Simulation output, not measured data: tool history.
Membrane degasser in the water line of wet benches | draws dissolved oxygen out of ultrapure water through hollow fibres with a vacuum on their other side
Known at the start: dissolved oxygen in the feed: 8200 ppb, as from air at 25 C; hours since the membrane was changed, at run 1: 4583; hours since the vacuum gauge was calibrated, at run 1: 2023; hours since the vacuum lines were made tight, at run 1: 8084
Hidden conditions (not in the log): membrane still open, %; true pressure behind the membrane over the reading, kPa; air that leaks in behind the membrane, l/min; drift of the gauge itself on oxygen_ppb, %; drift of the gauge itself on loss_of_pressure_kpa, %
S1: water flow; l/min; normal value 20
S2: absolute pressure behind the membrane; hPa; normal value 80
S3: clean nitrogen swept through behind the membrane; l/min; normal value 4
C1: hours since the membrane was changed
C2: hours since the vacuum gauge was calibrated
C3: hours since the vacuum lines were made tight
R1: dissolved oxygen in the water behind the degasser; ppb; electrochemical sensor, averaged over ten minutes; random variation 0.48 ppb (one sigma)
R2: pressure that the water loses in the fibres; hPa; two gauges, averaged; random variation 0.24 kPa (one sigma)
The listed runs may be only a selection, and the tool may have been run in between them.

| run | day | S1 | S2 | S3 | C1 | C2 | C3 | R1 | R2 |
|---|---|---|---|---|---|---|---|---|---|
| 1 | 0 | 20 | 80 | 4 | 4583 | 2023 | 8084 | 78.6 | 702.7 |
| 2 | 12.679 | 20 | 80 | 4 | 4887 | 2328 | 8389 | 78 | 705.6 |
| 3 | 25.208 | 20 | 80 | 4 | 5188 | 2628 | 8689 | 78.3 | 705.7 |
| 4 | 33.517 | 20 | 80 | 4 | 5387 | 2828 | 8889 | 78.6 | 706.3 |
| 5 | 46.067 | 20 | 80 | 4 | 5688 | 3129 | 9190 | 79.1 | 705.4 |
|  | 47.183 | seals of the vacuum lines changed |
| 6 | 53.45 | 20 | 80 | 4 | 5863 | 3304 | 150 | 77.3 | 704.2 |
| 7 | 60.333 | 20 | 80 | 4 | 6029 | 3469 | 316 | 76.9 | 707 |
| 8 | 73.829 | 24 | 80 | 4 | 6352 | 3793 | 640 | 109.5 | 840.1 |
| 9 | 87.158 | 24 | 80 | 4 | 6672 | 4113 | 959 | 111.3 | 847.8 |
| 10 | 94.621 | 24 | 80 | 4 | 6852 | 4292 | 1139 | 111.3 | 852.4 |
| 11 | 106.629 | 24 | 80 | 4 | 7140 | 4581 | 1427 | 110.7 | 849.6 |
| 12 | 114.1 | 24 | 80 | 4 | 7319 | 4760 | 1606 | 111.3 | 854.2 |
|  | 115.371 | vacuum gauge calibrated |
| 13 | 123.046 | 20 | 160.3 | 4 | 7533 | 184 | 1820 | 176.8 | 711.6 |
| 14 | 131.975 | 20 | 160.3 | 4 | 7747 | 398 | 2035 | 175.4 | 707.5 |
| 15 | 140.712 | 13 | 80 | 4 | 7957 | 608 | 2244 | 43.4 | 462.5 |
| 16 | 149.821 | 13 | 80 | 4 | 8176 | 827 | 2463 | 43.6 | 465.9 |
| 17 | 159.504 | 13 | 80 | 4 | 8408 | 1059 | 2695 | 43.9 | 458.6 |
|  | 168.642 | vacuum gauge calibrated, once more |
| 18 | 174.992 | 13 | 80 | 4 | 8779 | 152 | 3066 | 40.6 | 462 |
| 19 | 188.042 | 20 | 49.2 | 4 | 9093 | 466 | 3380 | 40 | 715.7 |
| 20 | 199.867 | 15 | 80 | 4.37 | 9376 | 749 | 3663 | 45.5 | 533.6 |
| 21 | 207.692 | 18 | 112.3 | 4 | 9564 | 937 | 3851 | 100.3 | 645.7 |
| 22 | 221.633 | 18 | 112.3 | 4 | 9899 | 1272 | 4186 | 99.8 | 644.3 |
| 23 | 235.608 | 18 | 112.3 | 4 | 10234 | 1607 | 4521 | 101.5 | 647.7 |
| 24 | 250.621 | 23 | 71.7 | 5.71 | 10595 | 1968 | 4882 | 74.9 | 824.1 |
| 25 | 264.675 | 23 | 71.7 | 5.71 | 10932 | 2305 | 5219 | 75.8 | 827.9 |
| 26 | 277.225 | 21 | 110.6 | 3.8 | 11233 | 2606 | 5520 | 131 | 755.4 |
| 27 | 284.688 | 21 | 110.6 | 3.8 | 11412 | 2785 | 5699 | 132 | 755.4 |
| 28 | 299.25 | 25 | 132.4 | 10.77 | 11762 | 3135 | 6049 | 108.2 | 899.3 |
| 29 | 307.425 | 25 | 70.2 | 10.77 | 11958 | 3331 | 6245 | 72.2 | 903.4 |
| 30 | 318.254 | 13 | 133.3 | 4.66 | 12218 | 3591 | 6505 | 74.3 | 468.4 |
| 31 | 332.321 | 17 | 49.5 | 8.05 | 12555 | 3928 | 6842 | 19.3 | 612.7 |
| 32 | 344.333 | 17 | 49.5 | 8.05 | 12844 | 4217 | 7131 | 19.4 | 611.9 |
| 33 | 351.404 | 18 | 135 | 4 | 13013 | 4386 | 7300 | 128.9 | 647 |

3 options for the next run, each taken on its own from the tool as it stands now. Forecast them:
| A | 359.221 | 17 | 80 | 7.35 | 13201 | 4574 | 7488 | ? | ? |
| B | 359.221 | 21 | 164 | 4.1 | 13201 | 4574 | 7488 | ? | ? |
| C | 359.221 | 20 | 150.7 | 5.48 | 13201 | 4574 | 7488 | ? | ? |

| run | R1 | R2 |
|---|---|---|
| A | 38.5 | 614.2 |
| B | 191.5 | 757.2 |
| C | 128.6 | 720.2 |
Stripped of hidden state, with their random variation kept, the same runs would have yielded:
| run | R1 | R2 |
|---|---|---|
| A | 34.6 | 589.4 |
| B | 181.3 | 726.7 |
| C | 120.6 | 691.2 |
